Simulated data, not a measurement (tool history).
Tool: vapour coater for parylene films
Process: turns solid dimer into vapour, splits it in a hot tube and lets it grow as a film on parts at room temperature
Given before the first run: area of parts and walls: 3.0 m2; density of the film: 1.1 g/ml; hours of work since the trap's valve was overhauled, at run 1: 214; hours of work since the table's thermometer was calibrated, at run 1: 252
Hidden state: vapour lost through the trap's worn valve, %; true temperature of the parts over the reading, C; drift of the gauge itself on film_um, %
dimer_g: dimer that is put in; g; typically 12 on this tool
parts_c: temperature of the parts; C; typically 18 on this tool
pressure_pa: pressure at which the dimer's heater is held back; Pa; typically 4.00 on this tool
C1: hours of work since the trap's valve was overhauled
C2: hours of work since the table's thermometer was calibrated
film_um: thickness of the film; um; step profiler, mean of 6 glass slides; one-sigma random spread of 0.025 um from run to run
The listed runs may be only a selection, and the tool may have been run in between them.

Run 1, hour 0.0: usual settings; C1 214; C2 252. Result: film_um 1.82 um.
Run 2, hour 31.2: usual settings; C1 235; C2 274. Result: film_um 1.87 um.
Run 3, hour 68.0: usual settings; C1 260; C2 298. Result: film_um 1.79 um.
Run 4, hour 112.5: usual settings; C1 290; C2 329. Result: film_um 1.76 um.
Run 5, hour 148.3: usual settings; C1 314; C2 353. Result: film_um 1.77 um.
Run 6, hour 190.7: usual settings but dimer_g 6 g; C1 342; C2 381. Result: film_um 0.88 um.
Run 7, hour 245.1: usual settings but dimer_g 6 g; C1 379; C2 418. Result: film_um 0.90 um.
Run 8, hour 278.3: usual settings but dimer_g 6 g, parts_c 16 C, pressure_pa 2.18 Pa; C1 402; C2 441. Result: film_um 1.14 um.
Run 9, hour 321.4: usual settings but dimer_g 8 g, parts_c 13 C, pressure_pa 6.23 Pa; C1 431; C2 470. Result: film_um 1.36 um.
Run 10, hour 376.7: usual settings but dimer_g 6 g, parts_c 24 C, pressure_pa 2.62 Pa; C1 468; C2 507. Result: film_um 0.72 um.
At hour 399.8: trap's valve overhauled.
Run 11, hour 405.6: usual settings but dimer_g 6 g, parts_c 15 C, pressure_pa 8.64 Pa; C1 4; C2 524. Result: film_um 0.90 um.
Run 12, hour 447.0: usual settings but dimer_g 17 g, parts_c 17 C, pressure_pa 2.49 Pa; C1 32; C2 552. Result: film_um 2.98 um.
Run 13, hour 504.3: usual settings but dimer_g 17 g, parts_c 21 C, pressure_pa 2.49 Pa; C1 71; C2 591. Result: film_um 2.49 um.
Run 14, hour 560.5: usual settings but dimer_g 17 g, parts_c 19 C, pressure_pa 11.84 Pa; C1 109; C2 629. Result: film_um 1.91 um.

A few steps of film_um between consecutive runs. Split each: what settings, incoming material and random variation would produce without the hidden state, and what is left over for the hidden state, along with gauge scatter present in only one of the two compared results (measured, and without hidden state):
Run 11 -> 12: dimer_g 6 -> 17, parts_c 15 -> 17, pressure_pa 8.64 -> 2.49. film_um +2.08 um: hidden state -0.14, all else +2.22.

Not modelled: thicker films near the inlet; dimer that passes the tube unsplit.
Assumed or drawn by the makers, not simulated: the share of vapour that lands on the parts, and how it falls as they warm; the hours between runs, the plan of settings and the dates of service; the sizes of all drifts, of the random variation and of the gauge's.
